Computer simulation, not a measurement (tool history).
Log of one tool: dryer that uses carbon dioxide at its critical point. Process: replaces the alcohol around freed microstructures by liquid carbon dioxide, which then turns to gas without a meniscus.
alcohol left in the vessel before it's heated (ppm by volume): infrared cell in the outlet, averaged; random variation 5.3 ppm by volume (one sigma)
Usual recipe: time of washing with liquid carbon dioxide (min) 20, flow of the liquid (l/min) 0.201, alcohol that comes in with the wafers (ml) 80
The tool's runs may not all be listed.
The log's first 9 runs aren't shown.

run,hour,time of washing with liquid carbon dioxide (min),flow of the liquid (l/min),alcohol that comes in with the wafers (ml),hours of work since the filter was changed,hours of work since the purifier's bed was changed,alcohol left in the vessel before it's heated (ppm by volume)
10,177.7,20,0.152,80,139,322,847
11,196.9,20,0.152,80,146,329,843
12,216.7,20,0.152,80,153,336,881
13,229.9,20,0.152,80,158,340,870
14,246.2,20,0.152,80,164,346,840
15,271.3,20,0.152,80,172,355,901
16,282.8,20,0.152,80,176,359,892
17,299.4,20,0.201,80,182,365,259
18,324.3,20,0.201,80,191,374,278
19,337.3,20,0.201,80,196,378,265
20,347.9,20,0.22,83,199,382,206
21,360.8,27,0.189,85,204,387,150
22,382.6,27,0.189,85,212,394,149
23,403.9,20,0.201,32,219,402,193
24,426.8,20,0.201,32,227,410,207

What does the tool deliver on the next run?
25,446.8,26,0.201,75,234,417,?

{"run 25": {"alcohol left in the vessel before it's heated (ppm by volume)": 152}}
Were there no unlogged condition in the tool, this run, its random variation unchanged, would have produced alcohol left in the vessel before it's heated (ppm by volume) 10.
